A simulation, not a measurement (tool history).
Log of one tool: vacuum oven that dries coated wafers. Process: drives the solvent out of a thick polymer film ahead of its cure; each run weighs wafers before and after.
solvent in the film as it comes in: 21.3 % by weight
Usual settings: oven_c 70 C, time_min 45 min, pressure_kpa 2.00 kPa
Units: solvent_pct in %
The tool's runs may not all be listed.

run   hour  oven_c  time_min  pressure_kpa  solvent_pct
  1    0.0      70        45          2.00         5.24
  2    6.7      64        45          2.00         7.20
  3   15.7      64        45          2.00         7.16
  4   25.2      60        45          2.00         8.49
  5   35.7      60        45          2.00         8.52
  6   42.4      60        45          2.00         8.37
  7   51.4      71        45          2.00         4.99
  8   60.7      71        45          2.00         4.88
  9   69.5      60        45          2.00         8.19
 10   75.4      70        45          2.41         5.41
 11   84.5      70        45          2.41         5.50
 12   96.4      70        45          2.41         5.40
 13  105.3      70        45          2.41         5.43
 14  115.0      70        45          1.02         4.71
 15  121.4      70        45          1.02         4.60
 16  129.0      70        35          2.00         6.58
 17  137.6      70        35          1.72         6.53
 18  147.5      66        45          1.06         5.82
 19  157.4      66        45          1.06         5.88
 20  166.9      66        24          2.59        10.44
 21  177.1      81        38          2.59         3.52
 22  184.9      83        29          2.59         4.21
 23  195.6      81        35          5.07         4.74
 24  202.0      81        35          5.07         4.89
 25  210.1      81        35          5.07         4.76
 26  217.5      81        35          5.07         4.88
 27  223.6      81        35          2.48         3.77
 28  235.1      74        67          4.13         3.67
 29  240.9      82        39          3.14         3.37
 30  252.4      73        57          3.14         3.88
 31  261.8      73        57          3.14         3.91
 32  268.3      72        42          2.52         5.22

The next listed run, before its measurement:
 33  277.3      70        55          2.70            ?

solvent_pct: 4.58 %
Without the tool's hidden state the same run would have given solvent_pct 4.56 %.
